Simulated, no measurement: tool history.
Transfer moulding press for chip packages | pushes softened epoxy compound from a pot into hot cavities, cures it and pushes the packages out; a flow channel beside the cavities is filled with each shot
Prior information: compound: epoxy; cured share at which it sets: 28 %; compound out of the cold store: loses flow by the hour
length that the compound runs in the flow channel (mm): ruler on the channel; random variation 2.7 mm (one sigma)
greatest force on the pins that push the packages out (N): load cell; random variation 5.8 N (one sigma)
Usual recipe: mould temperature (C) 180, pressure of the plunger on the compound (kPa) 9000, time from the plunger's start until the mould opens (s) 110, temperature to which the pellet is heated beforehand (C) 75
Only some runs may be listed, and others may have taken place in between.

run,hour,mould temperature (C),pressure of the plunger on the compound (kPa),time from the plunger's start until the mould opens (s),temperature to which the pellet is heated beforehand (C),incoming compound's hours out of the cold store,length that the compound runs in the flow channel (mm),greatest force on the pins that push the packages out (N)
1,0.0,180,9000,110,75,21.0,692,294
# hour 14.7: mould's thermocouples calibrated
# hour 16.2: cavities cleaned with cleaning compound and waxed
2,42.3,180,9000,110,75,37.1,638,344
# hour 67.1: cavities cleaned with cleaning compound and waxed
3,79.1,180,9000,110,75,46.3,605,244
4,111.1,180,9000,110,75,29.1,655,306
# hour 116.0: cavities cleaned with cleaning compound and waxed
# hour 141.7: plunger's sealing rings changed
5,144.9,180,9000,110,75,8.0,763,297
# hour 169.4: cavities cleaned with cleaning compound and waxed
6,182.3,180,7080,110,75,19.3,634,242
# hour 208.3: cavities cleaned with cleaning compound and waxed, once more
7,212.2,180,7080,110,75,30.6,596,234
8,237.9,180,10200,110,75,44.5,674,297
# hour 258.8: cavities cleaned with cleaning compound and waxed
9,259.7,180,10200,110,75,15.5,761,218
10,300.3,180,10200,110,75,26.1,718,295
# hour 307.9: cavities cleaned with cleaning compound and waxed
11,326.5,180,10200,110,75,16.8,751,260
12,353.5,180,8150,110,75,25.0,634,323
# hour 357.6: cavities cleaned with cleaning compound and waxed
13,381.4,180,8150,110,75,41.2,586,274
# hour 390.7: plunger's sealing rings changed
# hour 409.6: cavities cleaned with cleaning compound and waxed
14,410.4,177,7110,105,85,20.7,637,254
15,451.8,177,7110,105,85,29.4,605,365
# hour 458.8: cavities cleaned with cleaning compound and waxed
16,477.4,174,10360,90,85,34.0,715,529

Forecast run 17:
# hour 510.5: cavities cleaned with cleaning compound and waxed
17,520.6,174,10360,90,85,27.6,?,?

Run 17 yielded length that the compound runs in the flow channel (mm) 727, greatest force on the pins that push the packages out (N) 472.
On a tool with no hidden condition, and with the same random variation, this run would have come out at length that the compound runs in the flow channel (mm) 750, greatest force on the pins that push the packages out (N) 377.

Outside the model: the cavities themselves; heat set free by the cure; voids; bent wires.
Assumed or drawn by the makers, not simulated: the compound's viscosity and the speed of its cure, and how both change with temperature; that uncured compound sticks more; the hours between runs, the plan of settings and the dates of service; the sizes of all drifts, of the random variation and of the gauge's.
